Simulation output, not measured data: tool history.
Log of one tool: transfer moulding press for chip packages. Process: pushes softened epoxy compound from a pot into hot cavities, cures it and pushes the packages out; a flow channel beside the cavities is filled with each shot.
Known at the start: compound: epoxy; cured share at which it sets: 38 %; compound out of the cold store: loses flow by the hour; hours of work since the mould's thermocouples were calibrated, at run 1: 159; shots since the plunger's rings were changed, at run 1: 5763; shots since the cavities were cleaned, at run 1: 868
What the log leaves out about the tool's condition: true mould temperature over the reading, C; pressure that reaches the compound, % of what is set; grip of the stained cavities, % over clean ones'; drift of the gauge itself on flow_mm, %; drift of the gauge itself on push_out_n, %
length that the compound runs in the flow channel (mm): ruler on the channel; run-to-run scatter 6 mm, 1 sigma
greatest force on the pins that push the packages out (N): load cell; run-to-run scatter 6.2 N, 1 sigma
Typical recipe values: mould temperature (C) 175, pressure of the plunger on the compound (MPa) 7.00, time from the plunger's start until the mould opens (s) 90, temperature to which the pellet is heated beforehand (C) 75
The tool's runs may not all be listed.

| run | day | mould temperature (C) | pressure of the plunger on the compound (MPa) | time from the plunger's start until the mould opens (s) | temperature to which the pellet is heated beforehand (C) | hours of work since the mould's thermocouples were calibrated | shots since the plunger's rings were changed | shots since the cavities were cleaned | incoming compound's hours out of the cold store | length that the compound runs in the flow channel (mm) | greatest force on the pins that push the packages out (N) |
|---|---|---|---|---|---|---|---|---|---|---|---|
| 1 | 0.000 | 175 | 7.00 | 90 | 75 | 159 | 5763 | 868 | 14.6 | 619 | 383 |
|  | 0.125 | cavities cleaned with cleaning compound and waxed |
| 2 | 0.329 | 175 | 7.00 | 90 | 75 | 162 | 5823 | 46 | 17.3 | 605 | 256 |
| 3 | 0.725 | 175 | 7.00 | 76 | 75 | 166 | 5913 | 136 | 28.3 | 585 | 348 |
| 4 | 1.138 | 175 | 7.00 | 76 | 75 | 171 | 6006 | 229 | 17.4 | 595 | 396 |
| 5 | 1.354 | 175 | 7.00 | 76 | 75 | 174 | 6056 | 279 | 40.0 | 554 | 378 |
| 6 | 1.638 | 175 | 7.00 | 76 | 75 | 177 | 6120 | 343 | 25.4 | 580 | 411 |
| 7 | 2.117 | 175 | 7.00 | 76 | 75 | 182 | 6229 | 452 | 10.6 | 620 | 441 |
| 8 | 2.496 | 175 | 7.00 | 76 | 75 | 187 | 6315 | 538 | 43.2 | 530 | 435 |
|  | 2.921 | plunger's sealing rings changed |
| 9 | 2.971 | 175 | 7.00 | 90 | 75 | 191 | 11 | 622 | 39.1 | 594 | 352 |
| 10 | 3.254 | 175 | 7.00 | 90 | 75 | 194 | 75 | 686 | 22.4 | 640 | 364 |
| 11 | 3.462 | 175 | 8.29 | 90 | 75 | 197 | 122 | 733 | 9.2 | 737 | 376 |
|  | 3.571 | mould's thermocouples calibrated |
| 12 | 3.975 | 175 | 7.00 | 110 | 75 | 5 | 220 | 831 | 31.6 | 607 | 338 |
|  | 4.250 | cavities cleaned with cleaning compound and waxed |
| 13 | 4.300 | 175 | 7.00 | 110 | 75 | 8 | 280 | 12 | 31.4 | 614 | 217 |
| 14 | 4.542 | 175 | 7.00 | 110 | 75 | 11 | 334 | 66 | 32.4 | 613 | 227 |
| 15 | 5.000 | 175 | 7.00 | 110 | 75 | 16 | 438 | 170 | 19.5 | 643 | 249 |
| 16 | 5.392 | 175 | 7.00 | 124 | 83 | 20 | 527 | 259 | 17.7 | 651 | 249 |
|  | 5.704 | mould's thermocouples calibrated, once more |
| 17 | 5.875 | 175 | 5.91 | 90 | 75 | 2 | 618 | 350 | 42.0 | 537 | 303 |
| 18 | 6.088 | 175 | 6.69 | 91 | 83 | 4 | 666 | 398 | 33.4 | 588 | 320 |
| 19 | 6.350 | 167 | 7.27 | 91 | 83 | 7 | 725 | 457 | 21.2 | 666 | 445 |
| 20 | 6.638 | 167 | 7.27 | 91 | 83 | 11 | 790 | 522 | 9.0 | 698 | 478 |
| 21 | 6.912 | 183 | 7.63 | 90 | 75 | 14 | 852 | 584 | 17.2 | 661 | 295 |
| 22 | 7.358 | 183 | 7.63 | 90 | 75 | 19 | 954 | 686 | 23.8 | 636 | 327 |
| 23 | 7.679 | 175 | 8.21 | 106 | 75 | 23 | 1026 | 758 | 45.5 | 613 | 325 |
| 24 | 7.917 | 179 | 6.01 | 79 | 79 | 26 | 1080 | 812 | 42.0 | 533 | 351 |
| 25 | 8.188 | 182 | 6.01 | 79 | 79 | 29 | 1142 | 874 | 17.7 | 586 | 352 |
|  | 8.288 | cavities cleaned with cleaning compound and waxed |
| 26 | 8.650 | 182 | 7.66 | 79 | 81 | 33 | 1232 | 82 | 47.9 | 573 | 236 |
| 27 | 8.862 | 182 | 7.00 | 72 | 75 | 36 | 1281 | 131 | 38.9 | 574 | 262 |
| 28 | 9.262 | 171 | 7.00 | 91 | 75 | 41 | 1372 | 222 | 31.1 | 622 | 318 |

4 options for the next run, each taken on its own from the tool as it stands now. Forecast them:
| A | 9.604 | 178 | 7.00 | 97 | 75 | 44 | 1449 | 299 | 47.3 | ? | ? |
| B | 9.604 | 171 | 6.95 | 110 | 67 | 44 | 1449 | 299 | 32.5 | ? | ? |
| C | 9.604 | 173 | 7.00 | 110 | 75 | 44 | 1449 | 299 | 17.6 | ? | ? |
| D | 9.604 | 175 | 7.00 | 82 | 81 | 44 | 1449 | 299 | 44.4 | ? | ? |

| run | length that the compound runs in the flow channel (mm) | greatest force on the pins that push the packages out (N) |
|---|---|---|
| A | 548 | 269 |
| B | 606 | 279 |
| C | 650 | 271 |
| D | 565 | 323 |
Without the tool's hidden state the same runs would have given:
| run | length that the compound runs in the flow channel (mm) | greatest force on the pins that push the packages out (N) |
|---|---|---|
| A | 561 | 211 |
| B | 620 | 218 |
| C | 666 | 212 |
| D | 579 | 255 |
